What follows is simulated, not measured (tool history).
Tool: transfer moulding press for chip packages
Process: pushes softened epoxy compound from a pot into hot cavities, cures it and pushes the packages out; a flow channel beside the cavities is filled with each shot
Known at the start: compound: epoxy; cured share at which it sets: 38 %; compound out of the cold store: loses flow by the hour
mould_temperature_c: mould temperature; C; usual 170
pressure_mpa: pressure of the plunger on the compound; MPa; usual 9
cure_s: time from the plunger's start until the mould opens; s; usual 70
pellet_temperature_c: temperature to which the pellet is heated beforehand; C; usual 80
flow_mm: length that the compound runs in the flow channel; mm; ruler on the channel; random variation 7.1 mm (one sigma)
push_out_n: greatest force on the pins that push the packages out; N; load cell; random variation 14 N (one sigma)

run    hour  mould_temperature_c  pressure_mpa  cure_s  pellet_temperature_c  incoming compound's hours out of the cold store  flow_mm  push_out_n
  1       0                  170             9      70                    80                                             23.2      951         994
       16.1  -- cavities cleaned with cleaning compound and waxed
       30.9  -- mould's thermocouples calibrated
       64.4  -- cavities cleaned with cleaning compound and waxed
  2    75.8                  170             9      70                    80                                             21.4      943         861
      109.1  -- cavities cleaned with cleaning compound and waxed
      154.1  -- cavities cleaned with cleaning compound and waxed
  3   158.8                  170             9      70                    80                                             14.6      958         746
      198.4  -- cavities cleaned with cleaning compound and waxed
  4   207.4                  170             9      75                    80                                             14.8      943         683
      246.5  -- cavities cleaned with cleaning compound and waxed
      289.1  -- cavities cleaned with cleaning compound and waxed
  5   295.9                  170             9      75                    80                                             44.5      777         595
      333.6  -- cavities cleaned with cleaning compound and waxed
      380.1  -- cavities cleaned with cleaning compound and waxed
  6   396.2                  170             9      70                    80                                             41.8      771         804
      402.9  -- plunger's sealing rings changed
        427  -- cavities cleaned with cleaning compound and waxed
  7   453.4                  170             9      70                    80                                             34.5      874         948
      469.4  -- cavities cleaned with cleaning compound and waxed
      514.1  -- cavities cleaned with cleaning compound and waxed
  8   551.9                  164             9      70                    80                                             31.7      895        1651
      558.1  -- cavities cleaned with cleaning compound and waxed
      600.2  -- cavities cleaned with cleaning compound and waxed
  9   626.8                  164             9      70                    80                                             38.3      842        1371
      647.2  -- cavities cleaned with cleaning compound and waxed
      695.5  -- cavities cleaned with cleaning compound and waxed
 10     705                  164             9      70                    80                                             40.5      815        1152
      737.8  -- cavities cleaned with cleaning compound and waxed
 11     751                  170          7.43      70                    80                                             16.4      814         899
      779.7  -- cavities cleaned with cleaning compound and waxed
 12   810.4                  170             9      70                    79                                             46.9      736         926
      818.6  -- plunger's sealing rings changed
      826.8  -- cavities cleaned with cleaning compound and waxed
      870.3  -- cavities cleaned with cleaning compound and waxed
        884  -- mould's thermocouples calibrated
 13     884                  164         10.82     102                    77                                             45.3      934         593
      918.7  -- cavities cleaned with cleaning compound and waxed
 14   938.7                  170             9      70                    82                                             29.6      894         852
      964.9  -- cavities cleaned with cleaning compound and waxed
 15  1002.3                  167             9      55                    71                                             35.9      855        2480
     1012.1  -- cavities cleaned with cleaning compound and waxed
 16  1051.3                  172          7.17      96                    86                                             16.1      832         716
     1059.1  -- cavities cleaned with cleaning compound and waxed
       1101  -- cavities cleaned with cleaning compound and waxed
 17    1101                  170         10.65      63                    80                                             22.8      972         859
       1150  -- cavities cleaned with cleaning compound and waxed
     1193.8  -- cavities cleaned with cleaning compound and waxed
 18  1202.7                  173          8.51      66                    73                                             19.5      847         829
     1240.3  -- plunger's sealing rings changed
     1241.8  -- cavities cleaned with cleaning compound and waxed
 19  1267.2                  173          8.51      66                    73                                               16      964        1025
     1283.6  -- cavities cleaned with cleaning compound and waxed
 20  1310.2                  170             9     109                    80                                               23      941         664
     1329.8  -- cavities cleaned with cleaning compound and waxed
 21  1359.4                  174         10.58      54                    81                                              9.1     1086        1655
       1376  -- cavities cleaned with cleaning compound and waxed
     1419.6  -- cavities cleaned with cleaning compound and waxed
       1464  -- cavities cleaned with cleaning compound and waxed
 22    1464                  166             9      70                    88                                             18.9      940         802
       1506  -- cavities cleaned with cleaning compound and waxed
 23    1509                  166             9      59                    70                                             27.1      886        1518
     1551.3  -- cavities cleaned with cleaning compound and waxed
     1593.5  -- cavities cleaned with cleaning compound and waxed
 24  1596.3                  170             9      70                    81                                             26.6      852         688

3 ways to go on from here, each from the tool as it stands after run 24. What would each give?
     1642.4  -- cavities cleaned with cleaning compound and waxed
  A  1648.1                  176          8.61      79                    81                                             13.5        ?           ?
     1642.4  -- cavities cleaned with cleaning compound and waxed
  B  1648.1                  168             9      70                    80                                             20.8        ?           ?
     1642.4  -- cavities cleaned with cleaning compound and waxed
  C  1648.1                  170             9      70                    79                                             36.2        ?           ?

run  flow_mm  push_out_n
  A      880         501
  B      882         844
  C      789         721
Without the tool's hidden state the same runs would have given:
run  flow_mm  push_out_n
  A      984         436
  B      987         719
  C      882         616
